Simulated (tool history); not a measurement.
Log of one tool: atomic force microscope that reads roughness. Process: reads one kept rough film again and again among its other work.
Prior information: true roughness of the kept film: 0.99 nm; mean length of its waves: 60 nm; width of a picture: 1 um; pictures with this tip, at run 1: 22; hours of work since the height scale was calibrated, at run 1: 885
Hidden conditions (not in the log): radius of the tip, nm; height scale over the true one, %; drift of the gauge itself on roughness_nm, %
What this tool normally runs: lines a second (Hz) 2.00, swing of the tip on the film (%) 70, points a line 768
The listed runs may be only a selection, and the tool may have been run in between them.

| run | day | lines a second (Hz) | swing of the tip on the film (%) | points a line | pictures with this tip | hours of work since the height scale was calibrated | roughness of the kept film (nm (root mean square)) |
|---|---|---|---|---|---|---|---|
| 1 | 0.000 | 2.00 | 70 | 768 | 22 | 885 | 0.878 |
|  | 1.983 | new tip fitted |
| 2 | 2.000 | 2.00 | 70 | 768 | 1 | 907 | 0.883 |
| 3 | 3.242 | 2.00 | 58 | 768 | 40 | 921 | 0.927 |
|  | 4.842 | new tip fitted |
| 4 | 6.038 | 2.00 | 58 | 768 | 39 | 953 | 0.923 |
|  | 7.512 | new tip fitted |
| 5 | 8.338 | 2.00 | 58 | 768 | 26 | 979 | 0.930 |
| 6 | 9.708 | 2.00 | 58 | 768 | 70 | 994 | 0.915 |
|  | 10.283 | new tip fitted |
| 7 | 11.762 | 2.00 | 87 | 768 | 48 | 1017 | 0.768 |
|  | 12.954 | new tip fitted |
| 8 | 13.621 | 2.00 | 64 | 768 | 21 | 1038 | 0.911 |
|  | 15.596 | new tip fitted |
| 9 | 16.004 | 2.00 | 64 | 768 | 13 | 1065 | 0.915 |
| 10 | 18.071 | 2.00 | 64 | 768 | 80 | 1088 | 0.888 |
|  | 18.250 | new tip fitted |
| 11 | 19.529 | 2.00 | 64 | 768 | 41 | 1104 | 0.905 |
|  | 20.975 | new tip fitted |
| 12 | 22.362 | 2.54 | 71 | 972 | 44 | 1136 | 0.843 |
|  | 23.704 | new tip fitted |
| 13 | 24.788 | 2.54 | 71 | 972 | 35 | 1163 | 0.848 |
|  | 26.462 | new tip fitted |
| 14 | 27.112 | 0.89 | 66 | 455 | 21 | 1189 | 0.950 |
| 15 | 28.754 | 0.89 | 66 | 455 | 74 | 1208 | 0.933 |
|  | 29.188 | new tip fitted |
| 16 | 30.538 | 3.21 | 66 | 455 | 44 | 1228 | 0.850 |
|  | 31.938 | new tip fitted |
| 17 | 33.442 | 0.82 | 70 | 768 | 48 | 1260 | 0.934 |
|  | 34.612 | new tip fitted |
| 18 | 35.496 | 0.82 | 70 | 768 | 29 | 1283 | 0.942 |
| 19 | 36.954 | 0.87 | 87 | 768 | 76 | 1300 | 0.861 |

Forecast each of these 3 alternatives for the next run:
|  | 37.383 | new tip fitted |
| A | 38.454 | 0.94 | 56 | 605 | 34 | 1317 | ? |
|  | 37.383 | new tip fitted |
| B | 38.454 | 2.08 | 70 | 784 | 34 | 1317 | ? |
|  | 37.383 | new tip fitted |
| C | 38.454 | 0.88 | 74 | 489 | 34 | 1317 | ? |

| run | roughness of the kept film (nm (root mean square)) |
|---|---|
| A | 0.962 |
| B | 0.872 |
| C | 0.926 |
With no hidden state in the tool, these same runs would have given:
| run | roughness of the kept film (nm (root mean square)) |
|---|---|
| A | 0.957 |
| B | 0.868 |
| C | 0.922 |

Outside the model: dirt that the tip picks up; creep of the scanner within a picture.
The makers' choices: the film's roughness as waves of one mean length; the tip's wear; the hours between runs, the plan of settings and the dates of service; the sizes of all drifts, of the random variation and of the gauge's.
